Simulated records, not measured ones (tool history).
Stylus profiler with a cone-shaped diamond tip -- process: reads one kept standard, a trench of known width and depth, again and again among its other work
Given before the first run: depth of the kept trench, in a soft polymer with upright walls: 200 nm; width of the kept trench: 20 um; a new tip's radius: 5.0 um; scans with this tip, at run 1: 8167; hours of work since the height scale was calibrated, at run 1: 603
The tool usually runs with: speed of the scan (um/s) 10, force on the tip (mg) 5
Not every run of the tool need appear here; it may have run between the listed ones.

| run | hour | speed of the scan (um/s) | force on the tip (mg) | scans with this tip | hours of work since the height scale was calibrated | depth of the trench (Å) | width of the trench's floor (µm) |
|---|---|---|---|---|---|---|---|
| 1 | 0 | 10 | 5 | 8167 | 603 | 2032.2 | 15.54 |
| 2 | 100.5 | 10 | 5 | 9046 | 668 | 2030.6 | 15.45 |
| 3 | 166.8 | 10 | 5 | 9626 | 710 | 2031.6 | 15.32 |
| 4 | 265.2 | 10 | 5 | 10486 | 774 | 2030.6 | 15.21 |
| 5 | 374 | 10 | 5 | 11438 | 844 | 2031.7 | 15.07 |
| 6 | 447.3 | 17 | 5 | 12079 | 891 | 2030.7 | 14.92 |
|  | 458.4 | height scale calibrated on a step standard |
|  | 566 | new tip fitted, height scale calibrated |
| 7 | 566 | 17 | 5 | 0 | 0 | 2037.9 | 17.07 |
| 8 | 695.7 | 17 | 5 | 1135 | 84 | 2035.8 | 16.85 |
| 9 | 806.4 | 17 | 5 | 2103 | 155 | 2035.4 | 16.61 |
|  | 871.1 | height scale calibrated on a step standard, once more |
| 10 | 891.1 | 6 | 3.47 | 2839 | 13 | 2028 | 16.46 |
| 11 | 1002.5 | 35 | 2.87 | 3814 | 85 | 2024.5 | 16.17 |
| 12 | 1098.5 | 10 | 8.86 | 4653 | 147 | 2051 | 16.19 |
| 13 | 1160.6 | 10 | 8.86 | 5196 | 187 | 2051.3 | 16.06 |
| 14 | 1247.2 | 5 | 8.86 | 5954 | 243 | 2050.9 | 15.88 |
| 15 | 1340.8 | 17 | 1.98 | 6772 | 303 | 2018.1 | 15.73 |
| 16 | 1418.1 | 17 | 1.98 | 7447 | 353 | 2018.5 | 15.63 |
| 17 | 1547.6 | 10 | 1.86 | 8580 | 437 | 2015 | 15.44 |

3 options for the next run, each taken on its own from the tool as it stands now. Forecast them:
| A | 1641.5 | 19 | 3.1 | 9401 | 497 | ? | ? |
| B | 1641.5 | 10 | 6.57 | 9401 | 497 | ? | ? |
| C | 1641.5 | 5 | 2.64 | 9401 | 497 | ? | ? |

| run | depth of the trench (Å) | width of the trench's floor (µm) |
|---|---|---|
| A | 2022.8 | 15.25 |
| B | 2040.1 | 15.37 |
| C | 2020.7 | 15.37 |
Stripped of hidden state, with their random variation kept, the same runs would have yielded:
| run | depth of the trench (Å) | width of the trench's floor (µm) |
|---|---|---|
| A | 2025.7 | 17.08 |
| B | 2043 | 17.21 |
| C | 2023.6 | 17.2 |
